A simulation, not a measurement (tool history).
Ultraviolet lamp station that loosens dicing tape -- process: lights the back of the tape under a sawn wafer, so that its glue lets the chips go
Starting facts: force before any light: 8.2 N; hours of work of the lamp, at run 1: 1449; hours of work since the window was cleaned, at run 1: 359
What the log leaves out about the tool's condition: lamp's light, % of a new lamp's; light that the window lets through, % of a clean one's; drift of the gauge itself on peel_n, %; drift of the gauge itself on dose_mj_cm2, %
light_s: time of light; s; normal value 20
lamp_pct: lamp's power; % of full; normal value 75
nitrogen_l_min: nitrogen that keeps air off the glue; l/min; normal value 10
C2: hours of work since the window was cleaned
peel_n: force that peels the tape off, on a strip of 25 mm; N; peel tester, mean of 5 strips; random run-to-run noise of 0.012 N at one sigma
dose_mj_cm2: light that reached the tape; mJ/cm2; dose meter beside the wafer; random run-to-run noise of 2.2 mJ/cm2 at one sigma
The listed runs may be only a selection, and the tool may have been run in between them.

Run 1, hour 0: usual settings; hours of work of the lamp 1449; C2 359. Result: peel_n 1.199 N, dose_mj_cm2 130 mJ/cm2.
Run 2, hour 48.3: usual settings; hours of work of the lamp 1479; C2 388. Result: peel_n 1.237 N, dose_mj_cm2 131 mJ/cm2.
Run 3, hour 94.2: usual settings; hours of work of the lamp 1506; C2 416. Result: peel_n 1.208 N, dose_mj_cm2 128 mJ/cm2.
At hour 156.6: window cleaned of glue's vapour.
Run 4, hour 178.8: usual settings; hours of work of the lamp 1557; C2 13. Result: peel_n 1.38 N, dose_mj_cm2 121 mJ/cm2.
Run 5, hour 227.1: usual settings; hours of work of the lamp 1586; C2 43. Result: peel_n 1.424 N, dose_mj_cm2 122 mJ/cm2.
Run 6, hour 317.3: usual settings but light_s 11 s; hours of work of the lamp 1641; C2 97. Result: peel_n 3.16 N, dose_mj_cm2 62 mJ/cm2.
Run 7, hour 358.3: usual settings but light_s 11 s; hours of work of the lamp 1666; C2 122. Result: peel_n 3.399 N, dose_mj_cm2 63 mJ/cm2.
Run 8, hour 433.5: usual settings; hours of work of the lamp 1711; C2 167. Result: peel_n 1.654 N, dose_mj_cm2 109 mJ/cm2.
Run 9, hour 482.1: usual settings but light_s 14 s, lamp_pct 79 % of full, nitrogen_l_min 12 l/min; hours of work of the lamp 1740; C2 197. Result: peel_n 2.332 N, dose_mj_cm2 80 mJ/cm2.
Run 10, hour 525.2: usual settings but light_s 14 s, lamp_pct 79 % of full, nitrogen_l_min 12 l/min; hours of work of the lamp 1766; C2 223. Result: peel_n 2.357 N, dose_mj_cm2 79 mJ/cm2.
At hour 547.5: window cleaned of glue's vapour, once more.
Run 11, hour 565.6: usual settings but nitrogen_l_min 6 l/min; hours of work of the lamp 1790; C2 11. Result: peel_n 1.391 N, dose_mj_cm2 139 mJ/cm2.
Run 12, hour 639.7: usual settings but light_s 12 s, lamp_pct 100 % of full, nitrogen_l_min 17 l/min; hours of work of the lamp 1835; C2 56. Result: peel_n 1.271 N, dose_mj_cm2 106 mJ/cm2.
At hour 717.3: lamp changed.
Run 13, hour 717.3: usual settings but light_s 11 s, nitrogen_l_min 6 l/min; hours of work of the lamp 0; C2 102. Result: peel_n 2.32 N, dose_mj_cm2 102 mJ/cm2.
Run 14, hour 757.3: usual settings but light_s 13 s, lamp_pct 85 % of full, nitrogen_l_min 13 l/min; hours of work of the lamp 24; C2 126. Result: peel_n 1.046 N, dose_mj_cm2 133 mJ/cm2.
Run 15, hour 839.3: usual settings but light_s 13 s, lamp_pct 85 % of full, nitrogen_l_min 13 l/min; hours of work of the lamp 74; C2 176. Result: peel_n 1.064 N, dose_mj_cm2 127 mJ/cm2.

Consider 3 possible next runs. They are alternatives, not a sequence: every one starts from the tool as it was left by run 15. What does each give?
Run A, hour 890.6: usual settings but light_s 15 s, lamp_pct 98 % of full, nitrogen_l_min 17 l/min; hours of work of the lamp 105; C2 207. Result: peel_n ?, dose_mj_cm2 ?.
Run B, hour 890.6: usual settings but light_s 18 s, lamp_pct 76 % of full; hours of work of the lamp 105; C2 207. Result: peel_n ?, dose_mj_cm2 ?.
Run C, hour 890.6: usual settings but nitrogen_l_min 7 l/min; hours of work of the lamp 105; C2 207. Result: peel_n ?, dose_mj_cm2 ?.

run  peel_n  dose_mj_cm2
  A   0.499          169
  B   0.851          156
  C   0.943          167
Without the tool's hidden state the same runs would have given:
run  peel_n  dose_mj_cm2
  A   0.382          188
  B    0.67          174
  C   0.748          187
